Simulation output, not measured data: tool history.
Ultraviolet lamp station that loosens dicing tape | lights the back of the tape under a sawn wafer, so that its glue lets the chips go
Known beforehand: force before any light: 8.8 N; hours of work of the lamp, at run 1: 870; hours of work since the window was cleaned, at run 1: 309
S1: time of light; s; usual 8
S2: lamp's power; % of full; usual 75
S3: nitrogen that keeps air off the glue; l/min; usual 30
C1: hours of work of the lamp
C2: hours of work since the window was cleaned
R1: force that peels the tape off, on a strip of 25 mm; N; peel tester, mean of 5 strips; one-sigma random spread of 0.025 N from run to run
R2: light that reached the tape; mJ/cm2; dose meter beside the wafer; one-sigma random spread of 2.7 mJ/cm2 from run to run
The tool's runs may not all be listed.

{"run": 1, "hour": 0.0, "S1": 8, "S2": 75, "S3": 30, "C1": 870, "C2": 309, "R1": 2.009, "R2": 270}
{"hour": 14.3, "done": "window cleaned of glue's vapour"}
{"run": 2, "hour": 69.3, "S1": 8, "S2": 75, "S3": 23, "C1": 917, "C2": 38, "R1": 1.972, "R2": 296}
{"run": 3, "hour": 111.4, "S1": 8, "S2": 75, "S3": 23, "C1": 946, "C2": 66, "R1": 2, "R2": 290}
{"run": 4, "hour": 183.1, "S1": 8, "S2": 75, "S3": 23, "C1": 995, "C2": 115, "R1": 2.091, "R2": 281}
{"run": 5, "hour": 219.3, "S1": 8, "S2": 75, "S3": 23, "C1": 1019, "C2": 140, "R1": 2.142, "R2": 279}
{"run": 6, "hour": 281.1, "S1": 8, "S2": 75, "S3": 19, "C1": 1062, "C2": 182, "R1": 2.401, "R2": 271}
{"run": 7, "hour": 335.9, "S1": 8, "S2": 68, "S3": 30, "C1": 1099, "C2": 220, "R1": 2.394, "R2": 234}
{"run": 8, "hour": 375.8, "S1": 8, "S2": 68, "S3": 30, "C1": 1126, "C2": 247, "R1": 2.411, "R2": 233}
{"run": 9, "hour": 455.2, "S1": 8, "S2": 68, "S3": 13, "C1": 1181, "C2": 301, "R1": 3.401, "R2": 224}
{"hour": 479.9, "done": "window cleaned of glue's vapour"}
{"run": 10, "hour": 512.0, "S1": 16, "S2": 79, "S3": 25, "C1": 1219, "C2": 22, "R1": 0.534, "R2": 576}
{"run": 11, "hour": 569.6, "S1": 8, "S2": 64, "S3": 15, "C1": 1259, "C2": 61, "R1": 3.226, "R2": 231}
{"run": 12, "hour": 617.4, "S1": 8, "S2": 64, "S3": 15, "C1": 1291, "C2": 94, "R1": 3.336, "R2": 220}
{"run": 13, "hour": 655.1, "S1": 8, "S2": 64, "S3": 15, "C1": 1317, "C2": 120, "R1": 3.246, "R2": 220}
{"run": 14, "hour": 707.6, "S1": 8, "S2": 64, "S3": 15, "C1": 1353, "C2": 156, "R1": 3.325, "R2": 214}
{"run": 15, "hour": 761.9, "S1": 8, "S2": 64, "S3": 15, "C1": 1390, "C2": 193, "R1": 3.297, "R2": 211}

Here are 5 independent what-if runs from the current tool condition. What would each one return?
{"run": "A", "hour": 812.8, "S1": 8, "S2": 79, "S3": 30, "C1": 1425, "C2": 228, "R1": "?", "R2": "?"}
{"run": "B", "hour": 812.8, "S1": 9, "S2": 79, "S3": 13, "C1": 1425, "C2": 228, "R1": "?", "R2": "?"}
{"run": "C", "hour": 812.8, "S1": 8, "S2": 60, "S3": 30, "C1": 1425, "C2": 228, "R1": "?", "R2": "?"}
{"run": "D", "hour": 812.8, "S1": 8, "S2": 84, "S3": 11, "C1": 1425, "C2": 228, "R1": "?", "R2": "?"}
{"run": "E", "hour": 812.8, "S1": 12, "S2": 64, "S3": 15, "C1": 1425, "C2": 228, "R1": "?", "R2": "?"}

run=A R1=2.202 R2=253
run=B R1=2.65 R2=283
run=C R1=3.027 R2=195
run=D R1=3.014 R2=270
run=E R1=2.31 R2=306
What these runs would have given with no unlogged condition in the tool:
run=A R1=1.1 R2=391
run=B R1=1.442 R2=436
run=C R1=1.747 R2=298
run=D R1=1.739 R2=415
run=E R1=1.179 R2=472

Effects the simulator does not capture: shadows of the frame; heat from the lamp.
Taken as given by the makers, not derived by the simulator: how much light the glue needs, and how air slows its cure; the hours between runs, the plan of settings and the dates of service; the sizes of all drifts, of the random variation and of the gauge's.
